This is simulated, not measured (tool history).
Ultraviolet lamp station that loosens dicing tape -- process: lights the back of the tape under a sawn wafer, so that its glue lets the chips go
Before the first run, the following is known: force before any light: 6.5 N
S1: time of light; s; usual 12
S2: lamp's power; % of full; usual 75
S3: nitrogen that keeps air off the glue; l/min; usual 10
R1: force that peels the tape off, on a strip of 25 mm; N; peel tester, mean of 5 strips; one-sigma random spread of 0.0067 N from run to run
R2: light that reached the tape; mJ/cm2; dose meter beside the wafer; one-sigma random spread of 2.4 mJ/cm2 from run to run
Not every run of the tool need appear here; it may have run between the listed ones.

Run 1, hour 0.0: usual settings. Result: R1 0.243 N, R2 267 mJ/cm2.
Run 2, hour 8.7: usual settings. Result: R1 0.231 N, R2 264 mJ/cm2.
Run 3, hour 18.1: usual settings. Result: R1 0.234 N, R2 267 mJ/cm2.
Run 4, hour 24.1: usual settings. Result: R1 0.245 N, R2 262 mJ/cm2.
Run 5, hour 33.0: usual settings. Result: R1 0.246 N, R2 261 mJ/cm2.
Run 6, hour 41.8: usual settings but S2 97 % of full. Result: R1 0.181 N, R2 338 mJ/cm2.
Run 7, hour 48.7: usual settings but S2 97 % of full. Result: R1 0.183 N, R2 337 mJ/cm2.
Run 8, hour 60.0: usual settings but S2 97 % of full. Result: R1 0.184 N, R2 334 mJ/cm2.
Run 9, hour 66.4: usual settings but S1 16 s. Result: R1 0.195 N, R2 339 mJ/cm2.
Run 10, hour 73.5: usual settings but S1 16 s. Result: R1 0.181 N, R2 340 mJ/cm2.
Run 11, hour 79.7: usual settings but S1 16 s. Result: R1 0.181 N, R2 339 mJ/cm2.
Run 12, hour 85.3: usual settings but S2 86 % of full. Result: R1 0.208 N, R2 296 mJ/cm2.
Run 13, hour 96.0: usual settings but S2 82 % of full. Result: R1 0.220 N, R2 280 mJ/cm2.
Run 14, hour 107.4: usual settings but S2 82 % of full. Result: R1 0.240 N, R2 277 mJ/cm2.
Run 15, hour 112.9: usual settings but S2 66 % of full. Result: R1 0.329 N, R2 225 mJ/cm2.
Run 16, hour 121.2: usual settings. Result: R1 0.251 N, R2 251 mJ/cm2.
Run 17, hour 127.7: usual settings. Result: R1 0.263 N, R2 252 mJ/cm2.
Run 18, hour 134.3: usual settings. Result: R1 0.277 N, R2 247 mJ/cm2.
Run 19, hour 140.3: usual settings but S2 76 % of full. Result: R1 0.279 N, R2 250 mJ/cm2.
Run 20, hour 149.9: usual settings but S1 15 s. Result: R1 0.212 N, R2 308 mJ/cm2.
Run 21, hour 158.3: usual settings but S1 15 s, S2 77 % of full. Result: R1 0.207 N, R2 314 mJ/cm2.
Run 22, hour 165.3: usual settings but S1 15 s, S2 77 % of full. Result: R1 0.194 N, R2 312 mJ/cm2.
Run 23, hour 173.6: usual settings but S1 15 s, S2 77 % of full. Result: R1 0.193 N, R2 317 mJ/cm2.
Run 24, hour 180.6: usual settings but S1 14 s, S2 70 % of full, S3 7 l/min. Result: R1 0.309 N, R2 265 mJ/cm2.
Run 25, hour 186.1: usual settings but S2 93 % of full, S3 14 l/min. Result: R1 0.185 N, R2 300 mJ/cm2.
Run 26, hour 194.6: usual settings but S2 68 % of full, S3 14 l/min. Result: R1 0.282 N, R2 220 mJ/cm2.
Run 27, hour 199.5: usual settings but S2 66 % of full, S3 7 l/min. Result: R1 0.451 N, R2 214 mJ/cm2.
Run 28, hour 204.6: usual settings but S2 66 % of full, S3 7 l/min. Result: R1 0.443 N, R2 212 mJ/cm2.
Run 29, hour 215.7: usual settings but S1 16 s. Result: R1 0.193 N, R2 316 mJ/cm2.
At hour 220.4: window cleaned of glue's vapour.
Run 30, hour 225.0: usual settings but S1 16 s. Result: R1 0.186 N, R2 335 mJ/cm2.
Run 31, hour 230.6: usual settings but S2 74 % of full, S3 3 l/min. Result: R1 0.629 N, R2 247 mJ/cm2.
Run 32, hour 236.5: usual settings but S2 74 % of full, S3 11 l/min. Result: R1 0.257 N, R2 244 mJ/cm2.
Run 33, hour 243.3: usual settings but S1 22 s, S2 96 % of full, S3 11 l/min. Result: R1 0.158 N, R2 582 mJ/cm2.
Run 34, hour 250.2: usual settings but S1 22 s, S2 96 % of full, S3 11 l/min. Result: R1 0.166 N, R2 591 mJ/cm2.
Run 35, hour 261.3: usual settings but S1 10 s, S2 80 % of full, S3 7 l/min. Result: R1 0.400 N, R2 219 mJ/cm2.
Run 36, hour 269.8: usual settings. Result: R1 0.266 N, R2 243 mJ/cm2.
Run 37, hour 280.0: usual settings but S1 9 s, S2 94 % of full. Result: R1 0.318 N, R2 235 mJ/cm2.
Run 38, hour 285.8: usual settings but S1 9 s, S2 94 % of full. Result: R1 0.316 N, R2 230 mJ/cm2.
Run 39, hour 293.0: usual settings but S1 11 s, S2 62 % of full, S3 17 l/min. Result: R1 0.353 N, R2 185 mJ/cm2.
Run 40, hour 303.1: usual settings but S1 7 s, S2 67 % of full, S3 9 l/min. Result: R1 1.042 N, R2 128 mJ/cm2.
Run 41, hour 313.4: usual settings but S1 23 s, S2 68 % of full, S3 9 l/min. Result: R1 0.165 N, R2 414 mJ/cm2.
Run 42, hour 321.2: usual settings but S1 23 s, S2 68 % of full, S3 9 l/min. Result: R1 0.171 N, R2 420 mJ/cm2.
Run 43, hour 326.9: usual settings but S1 17 s, S2 85 % of full. Result: R1 0.169 N, R2 389 mJ/cm2.
Run 44, hour 333.3: usual settings but S1 17 s, S2 85 % of full. Result: R1 0.170 N, R2 381 mJ/cm2.

Alternative continuations, all from the tool just after run 44; predict every row:
Run A, hour 341.4: usual settings but S1 21 s, S2 64 % of full, S3 8 l/min. Result: R1 ?, R2 ?.
Run B, hour 341.4: usual settings but S1 8 s, S3 14 l/min. Result: R1 ?, R2 ?.
Run C, hour 341.4: usual settings but S1 17 s, S2 82 % of full, S3 12 l/min. Result: R1 ?, R2 ?.
Run D, hour 341.4: usual settings but S1 18 s. Result: R1 ?, R2 ?.

run     R1   R2
  A  0.187  352
  B  0.511  163
  C  0.164  365
  D  0.177  358
With no hidden state in the tool, these same runs would have given:
run     R1   R2
  A  0.169  418
  B  0.361  193
  C  0.156  433
  D  0.165  425

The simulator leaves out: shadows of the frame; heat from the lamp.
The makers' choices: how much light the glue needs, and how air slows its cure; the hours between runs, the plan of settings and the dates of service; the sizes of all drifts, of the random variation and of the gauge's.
